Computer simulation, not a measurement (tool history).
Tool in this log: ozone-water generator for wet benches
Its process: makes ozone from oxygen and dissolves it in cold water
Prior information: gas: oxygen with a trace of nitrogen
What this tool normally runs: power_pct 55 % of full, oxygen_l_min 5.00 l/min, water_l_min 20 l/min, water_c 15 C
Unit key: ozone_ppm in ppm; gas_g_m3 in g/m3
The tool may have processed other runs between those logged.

| run | hour | power_pct | oxygen_l_min | water_l_min | water_c | ozone_ppm | gas_g_m3 |
|---|---|---|---|---|---|---|---|
| 1 | 0.0 | 55 | 5.00 | 20 | 15 | 20.1 | 193.2 |
| 2 | 83.7 | 55 | 5.00 | 20 | 15 | 20.4 | 194.9 |
| 3 | 192.6 | 55 | 5.00 | 20 | 15 | 20.1 | 193.3 |
| 4 | 333.0 | 55 | 5.00 | 20 | 15 | 20.4 | 192.1 |
| 5 | 516.0 | 55 | 3.96 | 20 | 15 | 19.8 | 219.0 |
| 6 | 637.8 | 61 | 3.96 | 20 | 15 | 21.7 | 238.9 |
| 7 | 734.2 | 49 | 5.00 | 20 | 15 | 18.4 | 172.8 |
| 8 | 857.3 | 49 | 5.00 | 20 | 15 | 18.6 | 172.4 |
| 9 | 1027.0 | 49 | 5.00 | 20 | 15 | 18.1 | 173.6 |
| 10 | 1200.4 | 55 | 7.94 | 20 | 15 | 20.5 | 149.9 |
| 11 | 1282.0 | 55 | 7.94 | 20 | 15 | 20.3 | 149.1 |
| 12 | 1434.7 | 55 | 7.94 | 20 | 15 | 20.5 | 149.5 |
| 13 | 1611.1 | 55 | 7.94 | 20 | 15 | 20.2 | 151.1 |
| 14 | 1711.7 | 55 | 7.94 | 20 | 15 | 20.4 | 149.0 |
| 15 | 1799.1 | 55 | 6.70 | 20 | 15 | 20.6 | 163.9 |
| 16 | 1962.1 | 55 | 6.70 | 20 | 15 | 20.4 | 163.3 |
| 17 | 2060.5 | 55 | 6.70 | 20 | 15 | 20.3 | 161.3 |
| 18 | 2223.4 | 55 | 6.70 | 20 | 15 | 20.5 | 163.2 |
|  | 2294.0 | electrodes of the discharge changed |
| 19 | 2322.4 | 47 | 7.49 | 20 | 15 | 17.7 | 133.0 |
| 20 | 2464.0 | 47 | 7.49 | 20 | 15 | 17.7 | 132.6 |
|  | 2569.1 | contactor cleaned |
| 21 | 2622.9 | 47 | 6.14 | 20 | 15 | 17.8 | 147.9 |
| 22 | 2739.4 | 55 | 6.74 | 20 | 11 | 21.7 | 162.3 |
| 23 | 2919.2 | 55 | 6.74 | 20 | 11 | 21.9 | 161.8 |
| 24 | 3097.5 | 55 | 5.58 | 20 | 11 | 21.8 | 179.2 |
| 25 | 3225.1 | 47 | 2.66 | 20 | 15 | 16.4 | 228.0 |
|  | 3352.3 | gauge calibrated |
| 26 | 3369.1 | 47 | 3.15 | 19 | 21 | 16.5 | 213.6 |
| 27 | 3533.7 | 78 | 4.28 | 26 | 15 | 21.0 | 291.6 |
| 28 | 3724.2 | 83 | 5.00 | 20 | 15 | 29.9 | 282.4 |
| 29 | 3890.9 | 83 | 4.96 | 30 | 15 | 19.7 | 286.5 |
| 30 | 4004.9 | 48 | 3.61 | 22 | 15 | 15.8 | 201.2 |
| 31 | 4095.9 | 90 | 8.43 | 13 | 10 | 49.3 | 231.6 |
| 32 | 4271.9 | 90 | 8.43 | 13 | 10 | 48.7 | 230.9 |

Each run again, without the hidden state but with its own random variation kept:
Hidden state at play: yield of the discharge, % of new electrodes'; contactor's efficiency, % of a clean one's; true water temperature over the reading, C; drift of the gauge itself on ozone_ppm, %; drift of the gauge itself on gas_g_m3, %.
| run | gas_g_m3 |
|---|---|
| 1 | 193.5 |
| 2 | 195.4 |
| 3 | 194.0 |
| 4 | 193.1 |
| 5 | 220.5 |
| 6 | 240.8 |
| 7 | 174.2 |
| 8 | 174.0 |
| 9 | 175.5 |
| 10 | 151.9 |
| 11 | 151.2 |
| 12 | 151.7 |
| 13 | 153.6 |
| 14 | 151.7 |
| 15 | 166.9 |
| 16 | 166.6 |
| 17 | 164.7 |
| 18 | 166.8 |
| 19 | 135.7 |
| 20 | 135.5 |
| 21 | 151.3 |
| 22 | 166.2 |
| 23 | 166.0 |
| 24 | 184.1 |
| 25 | 234.5 |
| 26 | 213.7 |
| 27 | 292.2 |
| 28 | 283.5 |
| 29 | 288.0 |
| 30 | 202.4 |
| 31 | 233.3 |
| 32 | 232.9 |
For ozone_ppm, the value without the hidden state is never more than 0.1 ppm from the measured value.
